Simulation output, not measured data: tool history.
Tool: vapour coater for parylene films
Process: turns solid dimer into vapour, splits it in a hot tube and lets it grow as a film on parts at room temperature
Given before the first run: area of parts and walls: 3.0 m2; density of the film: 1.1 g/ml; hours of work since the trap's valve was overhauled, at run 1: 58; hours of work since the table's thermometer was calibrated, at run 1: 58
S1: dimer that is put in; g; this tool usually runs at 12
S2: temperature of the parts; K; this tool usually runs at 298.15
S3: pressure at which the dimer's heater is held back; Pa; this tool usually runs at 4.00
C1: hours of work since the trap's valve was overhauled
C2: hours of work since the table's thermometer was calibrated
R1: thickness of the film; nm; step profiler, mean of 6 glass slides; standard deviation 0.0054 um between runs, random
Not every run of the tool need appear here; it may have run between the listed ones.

{"run": 1, "hour": 0.0, "S1": 12, "S2": 298.15, "S3": 4.0, "C1": 58, "C2": 58, "R1": 2172}
{"run": 2, "hour": 53.8, "S1": 12, "S2": 298.15, "S3": 4.0, "C1": 84, "C2": 84, "R1": 2152}
{"run": 3, "hour": 109.2, "S1": 12, "S2": 298.15, "S3": 4.0, "C1": 111, "C2": 111, "R1": 2148}
{"run": 4, "hour": 162.2, "S1": 10, "S2": 298.15, "S3": 4.0, "C1": 136, "C2": 136, "R1": 1785}
{"run": 5, "hour": 219.1, "S1": 12, "S2": 297.15, "S3": 4.0, "C1": 164, "C2": 164, "R1": 2237}
{"run": 6, "hour": 276.3, "S1": 8, "S2": 298.15, "S3": 4.0, "C1": 191, "C2": 191, "R1": 1446}
{"hour": 303.9, "done": "trap's valve overhauled"}
{"run": 7, "hour": 317.8, "S1": 8, "S2": 298.15, "S3": 4.0, "C1": 7, "C2": 209, "R1": 1454}
{"run": 8, "hour": 360.7, "S1": 12, "S2": 302.15, "S3": 4.0, "C1": 27, "C2": 230, "R1": 1841}
{"run": 9, "hour": 388.4, "S1": 12, "S2": 302.15, "S3": 4.0, "C1": 41, "C2": 243, "R1": 1835}
{"run": 10, "hour": 415.4, "S1": 12, "S2": 302.15, "S3": 4.0, "C1": 54, "C2": 256, "R1": 1858}
{"run": 11, "hour": 467.6, "S1": 12, "S2": 302.15, "S3": 4.0, "C1": 79, "C2": 281, "R1": 1838}
{"run": 12, "hour": 509.9, "S1": 12, "S2": 299.15, "S3": 7.68, "C1": 99, "C2": 302, "R1": 1980}
{"run": 13, "hour": 558.0, "S1": 12, "S2": 309.15, "S3": 2.12, "C1": 122, "C2": 325, "R1": 1478}
{"run": 14, "hour": 596.1, "S1": 12, "S2": 299.15, "S3": 2.47, "C1": 141, "C2": 343, "R1": 2165}
{"run": 15, "hour": 627.1, "S1": 21, "S2": 301.15, "S3": 3.98, "C1": 156, "C2": 358, "R1": 3369}
{"run": 16, "hour": 673.8, "S1": 21, "S2": 301.15, "S3": 3.98, "C1": 178, "C2": 381, "R1": 3381}
{"run": 17, "hour": 723.4, "S1": 8, "S2": 298.15, "S3": 7.54, "C1": 202, "C2": 404, "R1": 1375}

Subtracting, for every run, the result it would have given without the tool's unlogged condition from the measured result gives the following. The same run-to-run variation enters both numbers; the gauge's scatter may not:
What the log doesn't record here: vapour lost through the trap's worn valve, %; true temperature of the parts over the reading, C; drift of the gauge itself on film_um, %.
run=1 R1=-1
run=2 R1=+0
run=3 R1=+1
run=4 R1=+2
run=5 R1=+4
run=6 R1=+4
run=7 R1=+7
run=8 R1=+10
run=9 R1=+10
run=10 R1=+11
run=11 R1=+11
run=12 R1=+13
run=13 R1=+11
run=14 R1=+17
run=15 R1=+28
run=16 R1=+29
run=17 R1=+13
